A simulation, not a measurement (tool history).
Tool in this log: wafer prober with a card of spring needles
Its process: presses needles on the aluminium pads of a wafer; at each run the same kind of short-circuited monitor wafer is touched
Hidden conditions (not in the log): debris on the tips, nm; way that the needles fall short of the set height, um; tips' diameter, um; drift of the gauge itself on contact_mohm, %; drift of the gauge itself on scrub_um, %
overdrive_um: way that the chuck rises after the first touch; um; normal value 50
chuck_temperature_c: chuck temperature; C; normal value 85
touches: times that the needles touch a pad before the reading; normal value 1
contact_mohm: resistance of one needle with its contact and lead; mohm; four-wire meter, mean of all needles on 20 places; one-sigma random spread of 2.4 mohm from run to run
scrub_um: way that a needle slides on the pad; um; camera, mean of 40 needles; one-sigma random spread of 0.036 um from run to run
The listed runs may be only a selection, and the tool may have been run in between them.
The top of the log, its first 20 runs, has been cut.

run	hour	overdrive_um	chuck_temperature_c	touches	touches since the tips were cleaned	cleanings since the card got new needles	touches since the first contact's height was set	contact_mohm	scrub_um
# hour 400.4: tips cleaned on abrasive film
# hour 412.5: tips cleaned on abrasive film
21	420.5	40	58	3	4134	71	94956	305	5.84
# hour 423.5: tips cleaned on abrasive film
22	432.0	55	79	1	4405	72	100909	325	8.07
# hour 434.3: tips cleaned on abrasive film
# hour 444.7: tips cleaned on abrasive film
# hour 449.2: height of the first contact set anew
23	455.0	30	98	3	5207	74	3017	359	4.55
# hour 456.8: tips cleaned on abrasive film
# hour 468.4: tips cleaned on abrasive film
24	474.2	50	73	1	3013	76	12888	320	7.63
# hour 479.6: tips cleaned on abrasive film
# hour 490.2: tips cleaned on abrasive film
25	493.6	50	76	1	1785	78	22866	306	7.58
# hour 500.5: tips cleaned on abrasive film
# hour 512.6: tips cleaned on abrasive film
26	512.6	32	98	1	0	80	32608	323	4.75
# hour 523.5: tips cleaned on abrasive film
27	530.7	32	98	1	3697	81	41929	425	4.77
# hour 534.7: tips cleaned on abrasive film
# hour 545.2: tips cleaned on abrasive film
28	545.4	32	98	1	95	83	49479	317	4.71
# hour 555.5: tips cleaned on abrasive film
29	565.3	32	98	1	5092	84	59775	462	4.73
# hour 567.4: tips cleaned on abrasive film
# hour 578.0: tips cleaned on abrasive film
30	584.9	35	47	2	3549	86	69818	347	5.06

Here are 4 independent what-if runs from the current tool condition. What would each one return?
# hour 588.6: tips cleaned on abrasive film
# hour 599.0: tips cleaned on abrasive film
# hour 609.9: tips cleaned on abrasive film
A	613.4	60	59	2	1833	89	84504	?	?
# hour 588.6: tips cleaned on abrasive film
# hour 599.0: tips cleaned on abrasive film
# hour 609.9: tips cleaned on abrasive film
B	613.4	47	88	2	1833	89	84504	?	?
# hour 588.6: tips cleaned on abrasive film
# hour 599.0: tips cleaned on abrasive film
# hour 609.9: tips cleaned on abrasive film
C	613.4	57	85	1	1833	89	84504	?	?
# hour 588.6: tips cleaned on abrasive film
# hour 599.0: tips cleaned on abrasive film
# hour 609.9: tips cleaned on abrasive film
D	613.4	33	85	1	1833	89	84504	?	?

run	contact_mohm	scrub_um
A	278	8.90
B	304	6.96
C	302	8.47
D	375	4.82
The same runs, with their run-to-run variation unchanged, on a tool lacking any hidden condition would have given:
run	contact_mohm	scrub_um
A	258	9.19
B	273	7.25
C	268	8.75
D	282	5.10
